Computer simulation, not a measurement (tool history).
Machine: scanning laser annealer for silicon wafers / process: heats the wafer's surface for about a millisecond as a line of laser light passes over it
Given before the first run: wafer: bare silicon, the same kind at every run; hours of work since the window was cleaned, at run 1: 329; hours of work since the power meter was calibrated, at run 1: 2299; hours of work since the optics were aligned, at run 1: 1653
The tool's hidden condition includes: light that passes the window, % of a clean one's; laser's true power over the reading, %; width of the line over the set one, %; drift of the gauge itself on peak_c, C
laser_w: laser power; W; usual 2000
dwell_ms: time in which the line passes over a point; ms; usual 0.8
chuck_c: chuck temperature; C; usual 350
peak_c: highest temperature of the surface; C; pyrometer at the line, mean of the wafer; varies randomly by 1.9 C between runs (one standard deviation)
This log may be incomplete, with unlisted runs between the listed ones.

run    hour  laser_w  dwell_ms  chuck_c  hours of work since the window was cleaned  hours of work since the power meter was calibrated  hours of work since the optics were aligned  peak_c
  1       0     2000       0.8      350                                         329                                                2299                                         1653    1134
       32.3  -- optics aligned, line set to its width
  2    44.2     2000       0.8      350                                         355                                                2325                                            8    1143
  3   118.2     2000       0.8      350                                         403                                                2374                                           57    1137
  4   205.6     2000       0.8      321                                         461                                                2431                                          114    1100
  5   258.6     2000      0.61      350                                         496                                                2466                                          149    1013
  6   294.7     2000       0.8      319                                         520                                                2490                                          173    1094
  7   383.9     2000       0.8      319                                         578                                                2549                                          232    1096
  8   469.4     2000       0.8      319                                         635                                                2605                                          288    1087
  9   555.3     2000       0.8      319                                         691                                                2661                                          345    1089
        563  -- window over the wafer cleaned
 10   605.5     2073       0.8      319                                          28                                                2693                                          376    1156
 11   643.8     2000       0.8      324                                          53                                                2718                                          402    1131
 12   690.4     2000       0.8      324                                          84                                                2749                                          432    1132
 13     755     2000       0.8      324                                         126                                                2792                                          475    1124
 14   824.4     2000       0.8      324                                         172                                                2837                                          520    1123
 15   865.8     2000       0.8      334                                         199                                                2865                                          548    1130
 16   905.6     2000       0.8      334                                         226                                                2891                                          574    1124
 17   991.9     2000       0.8      334                                         282                                                2948                                          631    1121
 18  1058.5     2000       0.8      368                                         326                                                2992                                          675    1159
 19    1115     1827       0.8      350                                         364                                                3029                                          712    1068
 20  1175.4     2000       0.8      350                                         403                                                3069                                          752    1132
 21  1264.6     2000       0.8      379                                         462                                                3127                                          810    1155
 22  1349.9     1971     0.639      316                                         518                                                3184                                          867     985
 23  1387.9     1971     0.639      316                                         543                                                3209                                          892     984
 24  1457.6     2000     0.721      380                                         589                                                3254                                          937    1107
 25  1540.9     2169     0.891      380                                         644                                                3309                                          992    1264
 26  1582.2     2169     0.891      380                                         671                                                3336                                         1020    1261
     1618.4  -- window over the wafer cleaned
 27  1658.5     2169     0.891      380                                          26                                                3385                                         1068    1305
 28  1721.7     1830     0.872      310                                          68                                                3427                                         1110    1079
 29  1803.2     1830     0.872      310                                         122                                                3481                                         1164    1080
 30  1880.5     1830     0.872      310                                         173                                                3532                                         1215    1077

Expected results for the next run?
 31  1949.4     1957     0.601      381                                         218                                                3577                                         1260       ?

Run 31 gave peak_c 1034 C.
Minus the tool's unlogged condition, the same run would have read peak_c 1056 C.

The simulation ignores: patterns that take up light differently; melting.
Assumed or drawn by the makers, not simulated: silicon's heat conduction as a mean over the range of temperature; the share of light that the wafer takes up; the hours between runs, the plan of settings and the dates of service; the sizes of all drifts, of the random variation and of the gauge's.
